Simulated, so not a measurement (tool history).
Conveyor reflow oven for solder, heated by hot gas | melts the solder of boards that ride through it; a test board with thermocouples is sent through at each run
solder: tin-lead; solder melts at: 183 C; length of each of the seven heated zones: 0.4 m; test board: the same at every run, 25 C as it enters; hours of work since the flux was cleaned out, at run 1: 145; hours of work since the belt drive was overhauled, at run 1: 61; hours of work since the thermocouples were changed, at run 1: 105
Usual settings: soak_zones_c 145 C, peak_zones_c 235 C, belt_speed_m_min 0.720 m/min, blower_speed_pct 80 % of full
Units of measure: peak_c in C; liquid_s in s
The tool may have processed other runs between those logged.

| run | hour | soak_zones_c | peak_zones_c | belt_speed_m_min | blower_speed_pct | hours of work since the flux was cleaned out | hours of work since the belt drive was overhauled | hours of work since the thermocouples were changed | peak_c | liquid_s |
|---|---|---|---|---|---|---|---|---|---|---|
| 1 | 0.0 | 145 | 235 | 0.720 | 80 | 145 | 61 | 105 | 222.0 | 55.7 |
| 2 | 38.3 | 145 | 235 | 0.720 | 80 | 161 | 78 | 121 | 222.9 | 56.1 |
|  | 79.5 | flux residue cleaned out of gas plates and filters |
| 3 | 103.4 | 145 | 235 | 0.720 | 80 | 10 | 103 | 147 | 223.6 | 56.1 |
| 4 | 158.2 | 145 | 235 | 0.720 | 80 | 33 | 126 | 170 | 222.9 | 56.3 |
| 5 | 206.4 | 145 | 235 | 0.800 | 80 | 54 | 146 | 190 | 220.5 | 48.7 |
| 6 | 257.6 | 145 | 235 | 0.800 | 80 | 75 | 168 | 212 | 220.5 | 48.6 |
| 7 | 336.2 | 145 | 235 | 0.800 | 80 | 108 | 201 | 245 | 220.3 | 49.2 |
| 8 | 385.8 | 145 | 235 | 0.720 | 80 | 129 | 222 | 266 | 223.6 | 56.3 |
| 9 | 475.8 | 145 | 235 | 0.720 | 80 | 168 | 260 | 304 | 223.2 | 56.7 |
|  | 503.2 | flux residue cleaned out of gas plates and filters |
| 10 | 561.7 | 145 | 235 | 0.716 | 80 | 25 | 295 | 338 | 224.1 | 57.0 |
| 11 | 650.8 | 145 | 235 | 0.716 | 80 | 62 | 332 | 376 | 224.0 | 57.5 |
| 12 | 691.5 | 145 | 235 | 0.716 | 80 | 80 | 349 | 393 | 223.8 | 57.5 |
| 13 | 755.6 | 145 | 235 | 0.716 | 80 | 107 | 377 | 420 | 223.6 | 57.4 |
| 14 | 850.1 | 145 | 235 | 0.716 | 80 | 147 | 416 | 460 | 224.1 | 57.5 |
| 15 | 917.3 | 145 | 235 | 0.716 | 80 | 175 | 445 | 489 | 223.6 | 57.2 |
|  | 929.8 | flux residue cleaned out of gas plates and filters |
|  | 979.7 | thermocouples of zones 6 and 7 changed |
| 16 | 1010.3 | 145 | 235 | 0.716 | 80 | 33 | 481 | 13 | 223.3 | 57.4 |
| 17 | 1094.8 | 145 | 235 | 0.716 | 80 | 69 | 517 | 49 | 223.2 | 57.6 |
| 18 | 1151.8 | 139 | 245 | 0.716 | 80 | 93 | 541 | 73 | 231.6 | 59.1 |
| 19 | 1243.9 | 157 | 235 | 0.720 | 80 | 132 | 580 | 112 | 224.5 | 61.6 |
| 20 | 1328.6 | 157 | 235 | 0.720 | 80 | 168 | 616 | 147 | 224.4 | 62.1 |
|  | 1356.3 | flux residue cleaned out of gas plates and filters |
| 21 | 1416.7 | 148 | 247 | 0.675 | 54 | 26 | 651 | 183 | 231.3 | 65.7 |
| 22 | 1500.7 | 148 | 247 | 0.675 | 54 | 61 | 686 | 218 | 231.4 | 65.6 |
| 23 | 1546.4 | 148 | 247 | 0.675 | 54 | 80 | 706 | 237 | 231.3 | 65.5 |
| 24 | 1613.0 | 148 | 247 | 0.675 | 54 | 108 | 734 | 266 | 231.6 | 66.2 |
| 25 | 1704.7 | 141 | 240 | 0.720 | 80 | 147 | 773 | 304 | 227.6 | 57.9 |
| 26 | 1762.9 | 145 | 235 | 0.745 | 63 | 172 | 797 | 329 | 219.7 | 52.3 |
|  | 1784.0 | flux residue cleaned out of gas plates and filters |
| 27 | 1820.3 | 145 | 235 | 0.708 | 52 | 15 | 819 | 351 | 218.9 | 55.0 |
| 28 | 1863.3 | 149 | 249 | 0.720 | 57 | 34 | 838 | 369 | 232.2 | 62.5 |
| 29 | 1949.2 | 149 | 249 | 0.720 | 57 | 70 | 874 | 406 | 232.5 | 62.5 |

Forecast each of these 5 alternatives for the next run:
| A | 2014.7 | 150 | 235 | 0.794 | 59 | 98 | 902 | 433 | ? | ? |
| B | 2014.7 | 157 | 243 | 0.720 | 80 | 98 | 902 | 433 | ? | ? |
| C | 2014.7 | 145 | 239 | 0.720 | 80 | 98 | 902 | 433 | ? | ? |
| D | 2014.7 | 135 | 224 | 0.720 | 80 | 98 | 902 | 433 | ? | ? |
| E | 2014.7 | 135 | 236 | 0.720 | 68 | 98 | 902 | 433 | ? | ? |

| run | peak_c | liquid_s |
|---|---|---|
| A | 218.3 | 49.7 |
| B | 232.7 | 65.9 |
| C | 228.1 | 59.8 |
| D | 213.5 | 47.6 |
| E | 221.1 | 52.5 |
Without the tool's unlogged condition, the same runs would have read:
| run | peak_c | liquid_s |
|---|---|---|
| A | 217.2 | 48.3 |
| B | 231.6 | 64.6 |
| C | 227.1 | 58.4 |
| D | 212.5 | 46.2 |
| E | 220.1 | 51.1 |

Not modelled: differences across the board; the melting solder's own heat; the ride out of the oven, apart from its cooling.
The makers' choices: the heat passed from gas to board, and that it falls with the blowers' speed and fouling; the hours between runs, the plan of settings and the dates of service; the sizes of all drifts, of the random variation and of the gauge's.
